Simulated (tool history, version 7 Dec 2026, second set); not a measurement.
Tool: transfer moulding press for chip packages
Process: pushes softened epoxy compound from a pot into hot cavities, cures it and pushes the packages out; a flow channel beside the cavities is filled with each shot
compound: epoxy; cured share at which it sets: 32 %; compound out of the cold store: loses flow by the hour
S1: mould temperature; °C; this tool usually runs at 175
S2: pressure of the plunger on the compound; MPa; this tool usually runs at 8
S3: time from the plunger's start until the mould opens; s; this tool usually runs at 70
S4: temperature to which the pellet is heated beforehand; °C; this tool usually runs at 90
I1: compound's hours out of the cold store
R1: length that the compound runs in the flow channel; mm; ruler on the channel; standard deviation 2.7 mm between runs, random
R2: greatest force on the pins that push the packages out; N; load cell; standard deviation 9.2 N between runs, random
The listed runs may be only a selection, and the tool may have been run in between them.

run   hour   S1    S2   S3  S4    I1   R1    R2
  1      0  175     8   70  90  25.5  517   358
  2   30.9  175     8   55  90  22.7  522  1250
  3   65.6  175     8   65  90  25.6  521   754
  4     85  175  8.53   70  90  43.8  485   652
  5  106.3  180  8.53   70  90  23.5  528   446
  6  123.9  180  8.53   70  90    42  480   486
  7  138.4  175  6.34   70  90  32.3  443   395
  8  151.9  175  6.34   70  90  39.4  424   528
  9  168.2  173     8   70  90  20.9  542   776
 10  197.4  173     8   70  90  26.2  525   653
 11  217.6  173     8   55  90  17.1  550  1501
 12  246.2  173     8   55  90  42.5  477  1195
 13  269.8  173     8   55  90  37.2  492  1531
 14  289.7  175     8   53  90  19.1  535  1231
 15  313.3  174  6.58   70  87    17  490   750
 16  335.5  174  6.58   70  87  15.2  497   647
 17  356.6  174  6.58   70  87  21.8  474   751
 18  379.6  174  8.91   54  87  16.2  584  1221
 19  399.9  175  6.81   70  90  22.3  488   658
 20  416.1  175  8.98   70  97  28.4  545   417
 21  442.5  175  8.98   70  97  11.3  592   636
 22    468  175  8.98   70  97   9.8  592   528
 23  494.7  182  8.57   94  81  46.3  466   425
 24  516.6  178  7.63   68  88  18.2  517   497
 25  534.2  175     8   52  90    32  497  1470
 26  550.7  180   9.2  109  82  22.6  550   277

Not shown: 15 entries that the log had between the listed runs. Between which runs, and how does the tool's hidden state differ before and after?
In the gap between runs 2 and 3: cavities cleaned with cleaning compound and waxed (hour 44.9); mould's thermocouples calibrated (hour 59.1)
  true mould temperature over the reading, C: 1.23 -> -0.05; pressure that reaches the compound, % of what is set: 98.03 -> 97.25; grip of the stained cavities, % over clean ones': 65.1 -> 49.3
  difference, measured minus the result without the unlogged condition, R1: -8 -> -7 mm; R2: +429 -> +253 N
In the gap between runs 4 and 5: cavities cleaned with cleaning compound and waxed (hour 92.2)
  true mould temperature over the reading, C: -0.03 -> -0.01; pressure that reaches the compound, % of what is set: 96.76 -> 96.21; grip of the stained cavities, % over clean ones': 71 -> 40.2
  difference, measured minus the result without the unlogged condition, R1: -8 -> -10 mm; R2: +273 -> +127 N
In the gap between runs 6 and 7: cavities cleaned with cleaning compound and waxed (hour 137.1)
  true mould temperature over the reading, C: 0.01 -> 0.02; pressure that reaches the compound, % of what is set: 95.74 -> 95.38; grip of the stained cavities, % over clean ones': 65.3 -> 6.5
  difference, measured minus the result without the unlogged condition, R1: -10 -> -11 mm; R2: +189 -> +24 N
In the gap between runs 8 and 9: plunger's sealing rings changed (hour 166.8)
  true mould temperature over the reading, C: 0.04 -> 0.05; pressure that reaches the compound, % of what is set: 95.01 -> 99.89; grip of the stained cavities, % over clean ones': 39.8 -> 61.5
  difference, measured minus the result without the unlogged condition, R1: -11 -> +0 mm; R2: +151 -> +293 N
In the gap between runs 9 and 10: cavities cleaned with cleaning compound and waxed (hour 185)
  true mould temperature over the reading, C: 0.05 -> 0.08; pressure that reaches the compound, % of what is set: 99.89 -> 99.15; grip of the stained cavities, % over clean ones': 61.5 -> 38
  difference, measured minus the result without the unlogged condition, R1: +0 -> -3 mm; R2: +293 -> +176 N
In the gap between runs 11 and 12: cavities cleaned with cleaning compound and waxed (hour 229.8)
  true mould temperature over the reading, C: 0.1 -> 0.13; pressure that reaches the compound, % of what is set: 98.67 -> 98.01; grip of the stained cavities, % over clean ones': 66.4 -> 44.4
  difference, measured minus the result without the unlogged condition, R1: -4 -> -5 mm; R2: +590 -> +363 N
In the gap between runs 13 and 14: cavities cleaned with cleaning compound and waxed (hour 275.4)
  true mould temperature over the reading, C: 0.16 -> 0.17; pressure that reaches the compound, % of what is set: 97.41 -> 96.92; grip of the stained cavities, % over clean ones': 72 -> 39.8
  difference, measured minus the result without the unlogged condition, R1: -6 -> -8 mm; R2: +637 -> +342 N
In the gap between runs 15 and 16: cavities cleaned with cleaning compound and waxed (hour 321.4)
  true mould temperature over the reading, C: 0.2 -> 0.22; pressure that reaches the compound, % of what is set: 96.31 -> 95.78; grip of the stained cavities, % over clean ones': 70.6 -> 42.3
  difference, measured minus the result without the unlogged condition, R1: -10 -> -11 mm; R2: +303 -> +183 N
In the gap between runs 17 and 18: plunger's sealing rings changed (hour 367.9); cavities cleaned with cleaning compound and waxed (hour 369.4)
  true mould temperature over the reading, C: 0.25 -> 0.27; pressure that reaches the compound, % of what is set: 95.21 -> 99.34; grip of the stained cavities, % over clean ones': 69 -> 33.9
  difference, measured minus the result without the unlogged condition, R1: -12 -> -3 mm; R2: +300 -> +295 N
In the gap between runs 19 and 20: cavities cleaned with cleaning compound and waxed (hour 413.7)
  true mould temperature over the reading, C: 0.29 -> 0.31; pressure that reaches the compound, % of what is set: 98.86 -> 98.51; grip of the stained cavities, % over clean ones': 65.1 -> 11.1
  difference, measured minus the result without the unlogged condition, R1: -4 -> -5 mm; R2: +250 -> +35 N
In the gap between runs 21 and 22: cavities cleaned with cleaning compound and waxed (hour 460.2)
  true mould temperature over the reading, C: 0.33 -> 0.36; pressure that reaches the compound, % of what is set: 97.83 -> 97.25; grip of the stained cavities, % over clean ones': 64.1 -> 28.6
  difference, measured minus the result without the unlogged condition, R1: -8 -> -10 mm; R2: +239 -> +107 N
In the gap between runs 23 and 24: cavities cleaned with cleaning compound and waxed (hour 504.6)
  true mould temperature over the reading, C: 0.38 -> 0.4; pressure that reaches the compound, % of what is set: 96.56 -> 96.02; grip of the stained cavities, % over clean ones': 69 -> 35.7
  difference, measured minus the result without the unlogged condition, R1: -9 -> -12 mm; R2: +174 -> +120 N
In the gap between runs 25 and 26: cavities cleaned with cleaning compound and waxed (hour 548.5)
  true mould temperature over the reading, C: 0.42 -> 0.44; pressure that reaches the compound, % of what is set: 95.54 -> 95.2; grip of the stained cavities, % over clean ones': 63.9 -> 6.8
  difference, measured minus the result without the unlogged condition, R1: -12 -> -15 mm; R2: +553 -> +18 N

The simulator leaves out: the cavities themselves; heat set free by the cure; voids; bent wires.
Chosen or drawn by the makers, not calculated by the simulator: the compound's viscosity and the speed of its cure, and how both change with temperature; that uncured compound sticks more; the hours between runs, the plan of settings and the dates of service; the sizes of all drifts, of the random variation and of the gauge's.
